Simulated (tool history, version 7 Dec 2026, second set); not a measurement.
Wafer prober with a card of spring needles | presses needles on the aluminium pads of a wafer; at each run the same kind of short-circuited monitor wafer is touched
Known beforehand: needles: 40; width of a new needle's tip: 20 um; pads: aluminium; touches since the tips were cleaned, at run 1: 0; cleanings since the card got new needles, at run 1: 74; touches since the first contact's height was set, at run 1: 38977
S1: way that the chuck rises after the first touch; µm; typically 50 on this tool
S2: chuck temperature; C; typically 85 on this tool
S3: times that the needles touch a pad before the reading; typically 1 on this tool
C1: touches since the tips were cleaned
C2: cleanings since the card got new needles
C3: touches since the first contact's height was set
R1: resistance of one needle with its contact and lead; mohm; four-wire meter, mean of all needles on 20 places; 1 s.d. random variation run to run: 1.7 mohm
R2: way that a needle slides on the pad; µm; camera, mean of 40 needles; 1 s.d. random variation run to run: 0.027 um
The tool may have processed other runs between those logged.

run 1 hour=0 | S1=50 S2=85 S3=1 | C1=0 C2=74 C3=38977 | R1=169 R2=9.37
-- hour=23.6 tips cleaned on abrasive film
-- hour=46.9 tips cleaned on abrasive film
run 2 hour=46.9 | S1=50 S2=85 S3=1 | C1=0 C2=76 C3=56914 | R1=168 R2=9.44
-- hour=70.1 tips cleaned on abrasive film
run 3 hour=79.8 | S1=50 S2=85 S3=1 | C1=3740 C2=77 C3=69529 | R1=168 R2=9.46
-- hour=97.2 tips cleaned on abrasive film
-- hour=124.3 tips cleaned on abrasive film
-- hour=147.7 tips cleaned on abrasive film
run 4 hour=147.7 | S1=67 S2=85 S3=1 | C1=0 C2=80 C3=95503 | R1=162 R2=12.67
-- hour=171.5 tips cleaned on abrasive film
-- hour=197.7 tips cleaned on abrasive film
-- hour=225 tips cleaned on abrasive film
run 5 hour=226.3 | S1=50 S2=85 S3=1 | C1=521 C2=83 C3=125590 | R1=169 R2=9.49
-- hour=247.5 tips cleaned on abrasive film
-- hour=274.2 tips cleaned on abrasive film
-- hour=301.5 tips cleaned on abrasive film
run 6 hour=304.4 | S1=70 S2=85 S3=1 | C1=1097 C2=86 C3=155468 | R1=165 R2=13.26
-- hour=328 tips cleaned on abrasive film
run 7 hour=339.1 | S1=50 S2=116 S3=1 | C1=4248 C2=87 C3=168765 | R1=176 R2=9.49
-- hour=352.8 tips cleaned on abrasive film
-- hour=376.1 tips cleaned on abrasive film
-- hour=399.4 tips cleaned on abrasive film
run 8 hour=402.6 | S1=50 S2=116 S3=1 | C1=1241 C2=90 C3=193052 | R1=173 R2=9.48
-- hour=424.7 tips cleaned on abrasive film
-- hour=448.1 tips cleaned on abrasive film
-- hour=471.4 tips cleaned on abrasive film
run 9 hour=471.4 | S1=50 S2=116 S3=1 | C1=0 C2=93 C3=219377 | R1=175 R2=9.49
-- hour=496.5 tips cleaned on abrasive film
-- hour=502.3 height of the first contact set anew
-- hour=522.5 tips cleaned on abrasive film
run 10 hour=525.8 | S1=50 S2=85 S3=1 | C1=1284 C2=95 C3=8998 | R1=170 R2=9.47
-- hour=546.1 tips cleaned on abrasive film
-- hour=570 tips cleaned on abrasive film
-- hour=594.2 tips cleaned on abrasive film
run 11 hour=601.9 | S1=50 S2=85 S3=1 | C1=2976 C2=98 C3=38112 | R1=172 R2=9.49
-- hour=618 tips cleaned on abrasive film
-- hour=645.4 tips cleaned on abrasive film
-- hour=669.4 tips cleaned on abrasive film
run 12 hour=670.9 | S1=50 S2=85 S3=1 | C1=562 C2=101 C3=64507 | R1=169 R2=9.43
-- hour=696.7 tips cleaned on abrasive film
-- hour=722.8 tips cleaned on abrasive film
run 13 hour=729.7 | S1=50 S2=85 S3=1 | C1=2649 C2=103 C3=87038 | R1=169 R2=9.45
-- hour=745.7 tips cleaned on abrasive film
-- hour=769.2 tips cleaned on abrasive film
run 14 hour=771.7 | S1=50 S2=85 S3=1 | C1=978 C2=105 C3=103097 | R1=169 R2=9.51
-- hour=795.2 tips cleaned on abrasive film
-- hour=821.6 tips cleaned on abrasive film
run 15 hour=843.6 | S1=50 S2=85 S3=1 | C1=8436 C2=107 C3=130631 | R1=169 R2=9.52
-- hour=847.4 tips cleaned on abrasive film
-- hour=871.7 tips cleaned on abrasive film
-- hour=895 tips cleaned on abrasive film
run 16 hour=896.9 | S1=50 S2=70 S3=2 | C1=729 C2=110 C3=151006 | R1=164 R2=9.47
-- hour=921.6 tips cleaned on abrasive film
-- hour=944.5 tips cleaned on abrasive film
run 17 hour=945.4 | S1=38 S2=70 S3=2 | C1=339 C2=112 C3=169560 | R1=170 R2=7.17
-- hour=968.9 tips cleaned on abrasive film
-- hour=994.5 tips cleaned on abrasive film
run 18 hour=1010.5 | S1=60 S2=85 S3=1 | C1=6148 C2=114 C3=194494 | R1=168 R2=11.4
-- hour=1019.6 tips cleaned on abrasive film
-- hour=1044.6 tips cleaned on abrasive film
-- hour=1068.5 tips cleaned on abrasive film
run 19 hour=1070.1 | S1=60 S2=122 S3=2 | C1=620 C2=117 C3=217301 | R1=175 R2=11.42
-- hour=1092.2 tips cleaned on abrasive film
-- hour=1107.2 height of the first contact set anew
run 20 hour=1114.4 | S1=31 S2=43 S3=1 | C1=8410 C2=118 C3=2763 | R1=171 R2=5.88
-- hour=1120 tips cleaned on abrasive film
-- hour=1142.3 tips cleaned on abrasive film
run 21 hour=1158.8 | S1=31 S2=43 S3=1 | C1=6348 C2=120 C3=19737 | R1=171 R2=5.89
-- hour=1167.8 tips cleaned on abrasive film
-- hour=1190.9 tips cleaned on abrasive film
run 22 hour=1190.9 | S1=31 S2=34 S3=3 | C1=0 C2=122 C3=31990 | R1=169 R2=5.9
-- hour=1213.1 tips cleaned on abrasive film
-- hour=1238.5 tips cleaned on abrasive film
run 23 hour=1252.8 | S1=65 S2=29 S3=1 | C1=5525 C2=124 C3=55721 | R1=154 R2=12.38
-- hour=1262.6 tips cleaned on abrasive film
-- hour=1287.2 tips cleaned on abrasive film
-- hour=1313.2 tips cleaned on abrasive film
run 24 hour=1313.2 | S1=65 S2=29 S3=1 | C1=0 C2=127 C3=78799 | R1=157 R2=12.45
-- hour=1335.3 tips cleaned on abrasive film
-- hour=1359.4 tips cleaned on abrasive film
run 25 hour=1360.5 | S1=50 S2=95 S3=2 | C1=422 C2=129 C3=96885 | R1=171 R2=9.54
-- hour=1383.8 tips cleaned on abrasive film
run 26 hour=1399.8 | S1=50 S2=95 S3=2 | C1=6178 C2=130 C3=111974 | R1=177 R2=9.52
-- hour=1410.1 tips cleaned on abrasive film
-- hour=1435.8 tips cleaned on abrasive film
-- hour=1461 tips cleaned on abrasive film
run 27 hour=1463.4 | S1=50 S2=95 S3=2 | C1=937 C2=133 C3=136288 | R1=169 R2=9.55
-- hour=1484.3 tips cleaned on abrasive film
-- hour=1506.6 tips cleaned on abrasive film
run 28 hour=1520.6 | S1=66 S2=49 S3=2 | C1=5368 C2=135 C3=158176 | R1=158 R2=12.65
-- hour=1530.8 tips cleaned on abrasive film
-- hour=1556.7 tips cleaned on abrasive film
-- hour=1579.4 tips cleaned on abrasive film
run 29 hour=1579.4 | S1=37 S2=88 S3=3 | C1=0 C2=138 C3=180673 | R1=178 R2=7.05
-- hour=1605.2 tips cleaned on abrasive film
-- hour=1630.1 tips cleaned on abrasive film
run 30 hour=1638.2 | S1=50 S2=85 S3=2 | C1=3093 C2=140 C3=203168 | R1=167 R2=9.58

What if the next run were any one of these 3? Each begins from the tool's condition after run 30:
-- hour=1656.2 tips cleaned on abrasive film
-- hour=1680 tips cleaned on abrasive film
-- hour=1705 tips cleaned on abrasive film
-- hour=1708.8 height of the first contact set anew
run A hour=1712.7 | S1=68 S2=85 S3=2 | C1=2828 C2=143 C3=1511 | R1=? R2=?
-- hour=1656.2 tips cleaned on abrasive film
-- hour=1680 tips cleaned on abrasive film
-- hour=1705 tips cleaned on abrasive film
-- hour=1708.8 height of the first contact set anew
run B hour=1712.7 | S1=50 S2=42 S3=1 | C1=2828 C2=143 C3=1511 | R1=? R2=?
-- hour=1656.2 tips cleaned on abrasive film
-- hour=1680 tips cleaned on abrasive film
-- hour=1705 tips cleaned on abrasive film
-- hour=1708.8 height of the first contact set anew
run C hour=1712.7 | S1=60 S2=121 S3=3 | C1=2828 C2=143 C3=1511 | R1=? R2=?

run=A R1=165 R2=13.04
run=B R1=158 R2=9.53
run=C R1=178 R2=11.49
With no hidden state in the tool, these same runs would have given:
run=A R1=165 R2=12.84
run=B R1=158 R2=9.39
run=C R1=178 R2=11.32
